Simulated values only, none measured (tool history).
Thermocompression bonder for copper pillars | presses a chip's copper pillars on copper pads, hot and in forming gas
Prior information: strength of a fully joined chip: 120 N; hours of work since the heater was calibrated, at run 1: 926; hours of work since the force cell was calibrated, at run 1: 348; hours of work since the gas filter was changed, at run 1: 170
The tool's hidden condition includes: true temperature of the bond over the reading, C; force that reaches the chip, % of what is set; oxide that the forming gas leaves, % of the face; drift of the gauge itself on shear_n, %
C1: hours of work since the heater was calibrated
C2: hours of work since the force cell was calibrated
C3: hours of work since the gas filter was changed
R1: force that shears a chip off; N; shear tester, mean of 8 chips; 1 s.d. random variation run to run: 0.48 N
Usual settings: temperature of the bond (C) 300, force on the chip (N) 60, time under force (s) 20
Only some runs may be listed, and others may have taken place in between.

{"run": 1, "day": 0.0, "temperature of the bond (C)": 300, "force on the chip (N)": 60, "time under force (s)": 20, "C1": 926, "C2": 348, "C3": 170, "R1": 56.0}
{"day": 0.658, "done": "forming gas filter changed"}
{"run": 2, "day": 1.512, "temperature of the bond (C)": 300, "force on the chip (N)": 60, "time under force (s)": 20, "C1": 953, "C2": 375, "C3": 15, "R1": 57.3}
{"run": 3, "day": 4.517, "temperature of the bond (C)": 300, "force on the chip (N)": 60, "time under force (s)": 20, "C1": 1007, "C2": 429, "C3": 69, "R1": 58.0}
{"run": 4, "day": 6.829, "temperature of the bond (C)": 300, "force on the chip (N)": 60, "time under force (s)": 20, "C1": 1048, "C2": 471, "C3": 111, "R1": 56.8}
{"run": 5, "day": 9.129, "temperature of the bond (C)": 300, "force on the chip (N)": 60, "time under force (s)": 45, "C1": 1090, "C2": 512, "C3": 153, "R1": 74.0}
{"day": 10.583, "done": "forming gas filter changed"}
{"run": 6, "day": 11.954, "temperature of the bond (C)": 300, "force on the chip (N)": 60, "time under force (s)": 45, "C1": 1140, "C2": 562, "C3": 25, "R1": 76.0}
{"run": 7, "day": 14.3, "temperature of the bond (C)": 300, "force on the chip (N)": 60, "time under force (s)": 45, "C1": 1182, "C2": 605, "C3": 67, "R1": 74.8}
{"run": 8, "day": 15.738, "temperature of the bond (C)": 300, "force on the chip (N)": 60, "time under force (s)": 45, "C1": 1208, "C2": 631, "C3": 93, "R1": 75.6}
{"run": 9, "day": 17.138, "temperature of the bond (C)": 300, "force on the chip (N)": 62, "time under force (s)": 45, "C1": 1234, "C2": 656, "C3": 118, "R1": 76.4}
{"run": 10, "day": 19.862, "temperature of the bond (C)": 300, "force on the chip (N)": 62, "time under force (s)": 45, "C1": 1283, "C2": 705, "C3": 167, "R1": 76.3}
{"day": 20.696, "done": "forming gas filter changed"}
{"run": 11, "day": 22.683, "temperature of the bond (C)": 300, "force on the chip (N)": 60, "time under force (s)": 20, "C1": 1333, "C2": 755, "C3": 36, "R1": 58.4}
{"day": 23.833, "done": "heater calibrated with a thermocouple chip"}
{"run": 12, "day": 24.625, "temperature of the bond (C)": 300, "force on the chip (N)": 60, "time under force (s)": 20, "C1": 14, "C2": 789, "C3": 69, "R1": 51.1}
{"run": 13, "day": 26.3, "temperature of the bond (C)": 288, "force on the chip (N)": 60, "time under force (s)": 18, "C1": 44, "C2": 819, "C3": 99, "R1": 40.8}
{"run": 14, "day": 28.392, "temperature of the bond (C)": 276, "force on the chip (N)": 60, "time under force (s)": 15, "C1": 82, "C2": 856, "C3": 137, "R1": 30.2}
{"run": 15, "day": 30.146, "temperature of the bond (C)": 300, "force on the chip (N)": 60, "time under force (s)": 50, "C1": 114, "C2": 888, "C3": 169, "R1": 69.1}
{"day": 30.846, "done": "forming gas filter changed"}
{"run": 16, "day": 32.371, "temperature of the bond (C)": 300, "force on the chip (N)": 60, "time under force (s)": 50, "C1": 153, "C2": 928, "C3": 27, "R1": 71.2}
{"run": 17, "day": 34.954, "temperature of the bond (C)": 300, "force on the chip (N)": 60, "time under force (s)": 50, "C1": 200, "C2": 974, "C3": 74, "R1": 69.5}
{"day": 35.212, "done": "force cell calibrated"}
{"run": 18, "day": 36.425, "temperature of the bond (C)": 304, "force on the chip (N)": 65, "time under force (s)": 49, "C1": 225, "C2": 22, "C3": 99, "R1": 75.7}
{"run": 19, "day": 38.883, "temperature of the bond (C)": 315, "force on the chip (N)": 84, "time under force (s)": 50, "C1": 269, "C2": 66, "C3": 144, "R1": 97.5}
{"run": 20, "day": 40.575, "temperature of the bond (C)": 300, "force on the chip (N)": 40, "time under force (s)": 23, "C1": 300, "C2": 97, "C3": 174, "R1": 33.4}
{"day": 40.854, "done": "forming gas filter changed"}
{"run": 21, "day": 42.496, "temperature of the bond (C)": 300, "force on the chip (N)": 40, "time under force (s)": 46, "C1": 334, "C2": 131, "C3": 30, "R1": 46.0}
{"run": 22, "day": 44.279, "temperature of the bond (C)": 300, "force on the chip (N)": 40, "time under force (s)": 46, "C1": 366, "C2": 163, "C3": 62, "R1": 47.1}
{"run": 23, "day": 46.158, "temperature of the bond (C)": 297, "force on the chip (N)": 59, "time under force (s)": 19, "C1": 400, "C2": 197, "C3": 95, "R1": 46.4}
{"day": 46.383, "done": "force cell calibrated, once more"}
{"run": 24, "day": 48.254, "temperature of the bond (C)": 287, "force on the chip (N)": 56, "time under force (s)": 20, "C1": 437, "C2": 34, "C3": 132, "R1": 42.9}

Below are 3 alternative next runs, each starting from the tool's condition after run 24. Predict each:
{"day": 50.958, "done": "forming gas filter changed"}
{"run": "A", "day": 51.238, "temperature of the bond (C)": 271, "force on the chip (N)": 56, "time under force (s)": 20, "C1": 490, "C2": 87, "C3": 5, "R1": "?"}
{"day": 50.958, "done": "forming gas filter changed"}
{"run": "B", "day": 51.238, "temperature of the bond (C)": 300, "force on the chip (N)": 60, "time under force (s)": 14, "C1": 490, "C2": 87, "C3": 5, "R1": "?"}
{"day": 50.958, "done": "forming gas filter changed"}
{"run": "C", "day": 51.238, "temperature of the bond (C)": 314, "force on the chip (N)": 45, "time under force (s)": 20, "C1": 490, "C2": 87, "C3": 5, "R1": "?"}

run=A R1=32.6
run=B R1=48.7
run=C R1=50.9
Without the tool's unlogged condition, the same runs would have read:
run=A R1=30.3
run=B R1=45.9
run=C R1=48.2
